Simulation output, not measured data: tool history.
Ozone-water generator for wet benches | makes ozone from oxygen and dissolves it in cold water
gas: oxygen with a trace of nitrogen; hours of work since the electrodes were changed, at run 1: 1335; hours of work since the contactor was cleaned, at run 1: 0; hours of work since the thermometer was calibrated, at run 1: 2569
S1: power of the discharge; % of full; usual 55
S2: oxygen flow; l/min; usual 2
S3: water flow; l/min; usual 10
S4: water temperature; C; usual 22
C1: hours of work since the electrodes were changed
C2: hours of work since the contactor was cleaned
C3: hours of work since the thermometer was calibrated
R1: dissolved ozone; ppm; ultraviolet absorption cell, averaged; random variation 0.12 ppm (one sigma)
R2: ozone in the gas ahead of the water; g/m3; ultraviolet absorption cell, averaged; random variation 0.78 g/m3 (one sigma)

Run 1, hour 0: usual settings; C1 1335; C2 0; C3 2569. Result: R1 11.3 ppm, R2 120.9 g/m3.
Run 2, hour 209.7: usual settings but S2 2.22 l/min; C1 1520; C2 185; C3 2754. Result: R1 11 ppm, R2 113.1 g/m3.
Run 3, hour 360: usual settings; C1 1653; C2 318; C3 2887. Result: R1 11.3 ppm, R2 120.7 g/m3.
Run 4, hour 564.5: usual settings; C1 1834; C2 499; C3 3068. Result: R1 11.2 ppm, R2 120.5 g/m3.
Run 5, hour 736: usual settings; C1 1985; C2 650; C3 3219. Result: R1 11.1 ppm, R2 120.7 g/m3.
Run 6, hour 927.4: usual settings; C1 2154; C2 819; C3 3388. Result: R1 11.2 ppm, R2 120.4 g/m3.
Run 7, hour 1033.4: usual settings but S3 12 l/min; C1 2248; C2 913; C3 3482. Result: R1 9.9 ppm, R2 119.2 g/m3.
Run 8, hour 1137.6: usual settings but S3 12 l/min; C1 2340; C2 1005; C3 3574. Result: R1 9.7 ppm, R2 120.6 g/m3.
Run 9, hour 1304.9: usual settings but S1 88 % of full, S2 1.51 l/min, S3 12 l/min; C1 2488; C2 1153; C3 3722. Result: R1 14.3 ppm, R2 214.3 g/m3.
Run 10, hour 1494.1: usual settings but S1 88 % of full, S2 2.28 l/min, S3 7 l/min; C1 2655; C2 1320; C3 3889. Result: R1 20.1 ppm, R2 161.9 g/m3.

4 ways to go on from here, each from the tool as it stands after run 10. What would each give?
Run A, hour 1631.3: usual settings but S1 54 % of full, S2 2.28 l/min, S3 8 l/min; C1 2776; C2 1441; C3 4010. Result: R1 ?, R2 ?.
Run B, hour 1631.3: usual settings but S1 88 % of full, S3 8 l/min; C1 2776; C2 1441; C3 4010. Result: R1 ?, R2 ?.
Run C, hour 1631.3: usual settings but S3 11 l/min, S4 21 C; C1 2776; C2 1441; C3 4010. Result: R1 ?, R2 ?.
Run D, hour 1631.3: usual settings but S1 59 % of full, S2 2.28 l/min, S3 9 l/min, S4 28 C; C1 2776; C2 1441; C3 4010. Result: R1 ?, R2 ?.

run    R1     R2
  A  12.5  109.2
  B  19.2  177.9
  C  10.5  119.5
  D  11.2  118.8
Without the tool's hidden state the same runs would have given:
run    R1     R2
  A  12.5  109.3
  B  19.2  178.1
  C  10.5  119.6
  D  11.2  118.9
